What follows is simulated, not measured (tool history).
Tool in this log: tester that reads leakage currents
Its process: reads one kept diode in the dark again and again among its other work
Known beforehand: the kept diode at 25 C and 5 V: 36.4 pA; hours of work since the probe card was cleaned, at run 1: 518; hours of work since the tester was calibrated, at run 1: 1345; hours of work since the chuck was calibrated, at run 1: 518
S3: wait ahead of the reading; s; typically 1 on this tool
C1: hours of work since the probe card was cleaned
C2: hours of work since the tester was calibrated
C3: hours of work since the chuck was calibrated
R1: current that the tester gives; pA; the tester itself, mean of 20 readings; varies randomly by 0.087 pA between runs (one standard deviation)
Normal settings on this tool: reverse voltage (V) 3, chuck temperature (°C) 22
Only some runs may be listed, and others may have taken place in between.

run 1 hour=0 | reverse_voltage_(V)=3 chuck_temperature_(°C)=22 S3=1 | C1=518 C2=1345 C3=518 | R1=26.68
-- hour=75.2 chuck's temperature calibrated
run 2 hour=78.7 | reverse_voltage_(V)=3 chuck_temperature_(°C)=39 S3=1 | C1=565 C2=1392 C3=2 | R1=86.95
run 3 hour=169.6 | reverse_voltage_(V)=3 chuck_temperature_(°C)=39 S3=1 | C1=621 C2=1448 C3=58 | R1=87.87
run 4 hour=290.9 | reverse_voltage_(V)=3 chuck_temperature_(°C)=39 S3=1 | C1=696 C2=1523 C3=133 | R1=88.29
run 5 hour=393.3 | reverse_voltage_(V)=3 chuck_temperature_(°C)=22 S3=8.82 | C1=759 C2=1586 C3=196 | R1=24.88
run 6 hour=475.3 | reverse_voltage_(V)=3 chuck_temperature_(°C)=22 S3=8.82 | C1=809 C2=1636 C3=246 | R1=25.2
run 7 hour=538.4 | reverse_voltage_(V)=3 chuck_temperature_(°C)=22 S3=8.82 | C1=848 C2=1675 C3=285 | R1=25.38
run 8 hour=614.1 | reverse_voltage_(V)=3 chuck_temperature_(°C)=22 S3=1 | C1=895 C2=1722 C3=332 | R1=26.79
run 9 hour=722.6 | reverse_voltage_(V)=3 chuck_temperature_(°C)=22 S3=1 | C1=961 C2=1788 C3=399 | R1=27.29
run 10 hour=804.8 | reverse_voltage_(V)=3 chuck_temperature_(°C)=22 S3=1 | C1=1012 C2=1839 C3=449 | R1=27.49
run 11 hour=917 | reverse_voltage_(V)=3 chuck_temperature_(°C)=22 S3=1 | C1=1081 C2=1908 C3=518 | R1=27.96
-- hour=993 chuck's temperature calibrated
run 12 hour=1002 | reverse_voltage_(V)=6.63 chuck_temperature_(°C)=22 S3=1 | C1=1132 C2=1959 C3=6 | R1=40.52
run 13 hour=1112.5 | reverse_voltage_(V)=6.63 chuck_temperature_(°C)=22 S3=1 | C1=1200 C2=2027 C3=74 | R1=40.96
run 14 hour=1208.1 | reverse_voltage_(V)=6.63 chuck_temperature_(°C)=22 S3=1 | C1=1259 C2=2086 C3=132 | R1=41.7
-- hour=1301.8 probe card cleaned and baked
run 15 hour=1305.3 | reverse_voltage_(V)=6.63 chuck_temperature_(°C)=22 S3=1 | C1=2 C2=2144 C3=190 | R1=36.29
run 16 hour=1429.9 | reverse_voltage_(V)=6.63 chuck_temperature_(°C)=22 S3=1 | C1=79 C2=2221 C3=267 | R1=37.1
run 17 hour=1542.6 | reverse_voltage_(V)=3 chuck_temperature_(°C)=27 S3=1 | C1=148 C2=2290 C3=337 | R1=37.02
run 18 hour=1640.6 | reverse_voltage_(V)=3 chuck_temperature_(°C)=27 S3=1 | C1=209 C2=2351 C3=397 | R1=37.7
run 19 hour=1714.5 | reverse_voltage_(V)=3 chuck_temperature_(°C)=27 S3=1 | C1=254 C2=2396 C3=442 | R1=37.93
run 20 hour=1784.3 | reverse_voltage_(V)=3 chuck_temperature_(°C)=22 S3=2.81 | C1=297 C2=2439 C3=485 | R1=25.63
run 21 hour=1875.2 | reverse_voltage_(V)=3 chuck_temperature_(°C)=22 S3=2.81 | C1=353 C2=2495 C3=541 | R1=25.87
-- hour=1915.3 chuck's temperature calibrated
run 22 hour=1951.7 | reverse_voltage_(V)=17.9 chuck_temperature_(°C)=22 S3=2.81 | C1=399 C2=2541 C3=22 | R1=59.1
run 23 hour=2072.9 | reverse_voltage_(V)=17.9 chuck_temperature_(°C)=22 S3=9.09 | C1=474 C2=2616 C3=97 | R1=58.96
run 24 hour=2195 | reverse_voltage_(V)=2.76 chuck_temperature_(°C)=24 S3=1 | C1=549 C2=2691 C3=172 | R1=28.08
run 25 hour=2320.2 | reverse_voltage_(V)=3.4 chuck_temperature_(°C)=30 S3=1.63 | C1=626 C2=2768 C3=249 | R1=48.97
run 26 hour=2446.4 | reverse_voltage_(V)=3.4 chuck_temperature_(°C)=30 S3=1.63 | C1=704 C2=2846 C3=327 | R1=49.67
run 27 hour=2516.2 | reverse_voltage_(V)=1.78 chuck_temperature_(°C)=44 S3=2.31 | C1=747 C2=2888 C3=370 | R1=100.01
run 28 hour=2604.7 | reverse_voltage_(V)=1.78 chuck_temperature_(°C)=44 S3=1.39 | C1=801 C2=2943 C3=424 | R1=102.14
run 29 hour=2712.4 | reverse_voltage_(V)=4.99 chuck_temperature_(°C)=44 S3=1.39 | C1=867 C2=3009 C3=491 | R1=167.31
run 30 hour=2788.1 | reverse_voltage_(V)=15.16 chuck_temperature_(°C)=44 S3=4.28 | C1=914 C2=3056 C3=537 | R1=289.89
-- hour=2834.4 chuck's temperature calibrated
run 31 hour=2903.5 | reverse_voltage_(V)=3 chuck_temperature_(°C)=22 S3=1.37 | C1=984 C2=3126 C3=43 | R1=25.15
run 32 hour=3024.3 | reverse_voltage_(V)=3 chuck_temperature_(°C)=22 S3=0.75 | C1=1058 C2=3200 C3=117 | R1=26.34
run 33 hour=3116.9 | reverse_voltage_(V)=3 chuck_temperature_(°C)=22 S3=0.75 | C1=1115 C2=3257 C3=174 | R1=26.53
run 34 hour=3231.6 | reverse_voltage_(V)=3 chuck_temperature_(°C)=22 S3=0.75 | C1=1186 C2=3328 C3=245 | R1=26.97
run 35 hour=3310.2 | reverse_voltage_(V)=12.2 chuck_temperature_(°C)=43 S3=6.74 | C1=1234 C2=3376 C3=293 | R1=236.27
-- hour=3437.5 probe card cleaned and baked
run 36 hour=3437.5 | reverse_voltage_(V)=3.51 chuck_temperature_(°C)=50 S3=4.95 | C1=0 C2=3453 C3=369 | R1=208.17
run 37 hour=3534.1 | reverse_voltage_(V)=2.12 chuck_temperature_(°C)=22 S3=1 | C1=59 C2=3512 C3=429 | R1=21.4
run 38 hour=3609.3 | reverse_voltage_(V)=3 chuck_temperature_(°C)=50 S3=2.57 | C1=106 C2=3558 C3=475 | R1=196.98
run 39 hour=3703 | reverse_voltage_(V)=1.04 chuck_temperature_(°C)=43 S3=0.79 | C1=163 C2=3616 C3=533 | R1=74.57

How would selected steps in R1 from run to run divide? Give the signed amount a tool lacking its hidden state would still show from settings, what came in and random variation, and the signed amount left for the hidden state, including any gauge scatter that is not in both of the compared results.
The tool's hidden condition here consists of: stray current of the dirty probe card, pA a volt; current scale over the true one, %; true chuck temperature over the reading, C; drift of the gauge itself on leakage_pa, %.
Run 29 -> 30: reverse voltage (V) 4.99 -> 15.16, S3 1.39 -> 4.28. R1 +122.58 pA: hidden state +15.88, all else +106.7.
Run 30 -> 31: reverse voltage (V) 15.16 -> 3, chuck temperature (°C) 44 -> 22, S3 4.28 -> 1.37, chuck's temperature calibrated. R1 -264.74 pA: hidden state -27.09, all else -237.65.
Run 34 -> 35: reverse voltage (V) 3 -> 12.2, chuck temperature (°C) 22 -> 43, S3 0.75 -> 6.74. R1 +209.3 pA: hidden state +15.43, all else +193.87.
Run 36 -> 37: reverse voltage (V) 3.51 -> 2.12, chuck temperature (°C) 50 -> 22, S3 4.95 -> 1. R1 -186.77 pA: hidden state -8.49, all else -178.28.
